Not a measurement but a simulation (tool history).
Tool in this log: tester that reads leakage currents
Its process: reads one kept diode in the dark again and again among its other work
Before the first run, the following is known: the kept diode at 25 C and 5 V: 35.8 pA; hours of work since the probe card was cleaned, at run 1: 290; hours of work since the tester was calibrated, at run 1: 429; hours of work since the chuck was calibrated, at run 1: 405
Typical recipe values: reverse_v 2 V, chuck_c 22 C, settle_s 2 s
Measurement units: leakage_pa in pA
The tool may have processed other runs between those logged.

| run | hour | reverse_v | chuck_c | settle_s | hours of work since the probe card was cleaned | hours of work since the tester was calibrated | hours of work since the chuck was calibrated | leakage_pa |
|---|---|---|---|---|---|---|---|---|
| 1 | 0 | 2 | 22 | 2 | 290 | 429 | 405 | 20.45 |
| 2 | 21.6 | 2 | 22 | 2 | 300 | 439 | 416 | 20.51 |
| 3 | 45.5 | 2 | 22 | 2 | 311 | 450 | 427 | 20.48 |
| 4 | 75.9 | 2 | 22 | 2 | 326 | 465 | 442 | 20.64 |
| 5 | 92.7 | 2 | 22 | 2 | 334 | 473 | 450 | 20.45 |
| 6 | 123.8 | 2 | 22 | 2 | 349 | 488 | 464 | 20.41 |
| 7 | 157.7 | 12.71 | 22 | 2 | 365 | 504 | 481 | 37.25 |
| 8 | 190.2 | 12.71 | 22 | 2 | 380 | 519 | 496 | 37.16 |
| 9 | 212.5 | 12.71 | 22 | 2 | 391 | 530 | 507 | 37.08 |
| 10 | 239.1 | 2 | 22 | 0.61 | 404 | 543 | 519 | 20.71 |
| 11 | 268.5 | 2 | 22 | 3.53 | 418 | 557 | 533 | 20.41 |
| 12 | 290.3 | 2 | 22 | 3.53 | 428 | 567 | 544 | 20.71 |
| 13 | 325.4 | 2 | 22 | 3.53 | 445 | 584 | 561 | 20.4 |
| 14 | 342.7 | 2 | 22 | 3.53 | 453 | 592 | 569 | 20.41 |
| 15 | 370.5 | 2 | 22 | 2 | 466 | 605 | 582 | 20.69 |
| 16 | 385.5 | 2 | 22 | 2 | 474 | 612 | 589 | 20.54 |
| 17 | 412.1 | 6.91 | 22 | 2 | 486 | 625 | 602 | 30.29 |
| 18 | 434.5 | 6.91 | 22 | 2 | 497 | 636 | 613 | 30.24 |
| 19 | 453.7 | 6.91 | 22 | 2 | 506 | 645 | 622 | 30.31 |
| 20 | 475.4 | 2 | 22 | 0.39 | 517 | 655 | 632 | 20.75 |
| 21 | 510.4 | 2 | 22 | 0.39 | 533 | 672 | 649 | 20.87 |
| 22 | 529.2 | 1.18 | 60 | 0.66 | 542 | 681 | 658 | 410.77 |
| 23 | 561.8 | 6.86 | 39 | 1.16 | 558 | 696 | 673 | 136.32 |

Run 24 comes next. What will it give?
| 24 | 586.5 | 6.86 | 39 | 1.16 | 570 | 708 | 685 | ? |

Run 24 yielded leakage_pa 136.41 pA.
If the tool had no hidden condition, the same run with the same run-to-run variation would have returned leakage_pa 136.42 pA.
